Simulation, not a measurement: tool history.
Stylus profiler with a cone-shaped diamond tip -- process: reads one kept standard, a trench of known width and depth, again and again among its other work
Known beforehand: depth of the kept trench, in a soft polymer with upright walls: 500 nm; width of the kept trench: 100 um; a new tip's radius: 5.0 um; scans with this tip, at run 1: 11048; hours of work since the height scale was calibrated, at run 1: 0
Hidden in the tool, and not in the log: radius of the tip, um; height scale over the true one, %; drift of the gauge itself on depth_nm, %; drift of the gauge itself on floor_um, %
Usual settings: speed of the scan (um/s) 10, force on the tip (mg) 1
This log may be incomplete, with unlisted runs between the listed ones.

run	hour	speed of the scan (um/s)	force on the tip (mg)	scans with this tip	hours of work since the height scale was calibrated	depth of the trench (nm)	width of the trench's floor (nm)
1	0	10	1	11048	0	503.3	93650
2	93.8	10	1	11306	62	503.33	93610
3	192.8	10	1	11578	128	503.27	93570
4	262.1	10	1	11768	174	503.44	93590
5	311.8	10	1	11905	207	503.26	93540
6	362.3	10	1	12044	240	503.58	93510
7	450.7	10	1.11	12287	299	503.92	93430
8	558.8	10	1.11	12584	371	503.49	93420
9	666	10	1.11	12878	442	503.56	93360
10	776.6	10	1.34	13182	515	504.46	93270
11	858	10	1.34	13406	569	504.39	93320
12	966.9	7	0.34	13706	641	502.29	93250
13	1042.6	7	0.34	13914	692	502.4	93200
14	1116.1	7	0.34	14116	740	502.42	93240
15	1170.5	7	0.34	14265	776	502.17	93210
16	1242	7	0.34	14462	824	502.32	93200
17	1349.4	7	0.34	14757	895	502.26	93070
18	1403.7	5	1.07	14906	931	504.19	93150
19	1474.3	19	1.07	15100	978	504.17	93030

What if the next run were any one of these 5? Each begins from the tool's condition after run 19:
A	1522	4	0.38	15231	1010	?	?
B	1522	2	1.02	15231	1010	?	?
C	1522	19	0.61	15231	1010	?	?
D	1522	2	0.59	15231	1010	?	?
E	1522	5	0.65	15231	1010	?	?

run	depth of the trench (nm)	width of the trench's floor (nm)
A	502.33	93100
B	503.81	93100
C	503.09	92980
D	503.35	93140
E	503.14	93130
With no hidden state in the tool, these same runs would have given:
run	depth of the trench (nm)	width of the trench's floor (nm)
A	501.33	95610
B	502.82	95620
C	502.09	95500
D	502.36	95650
E	502.15	95650
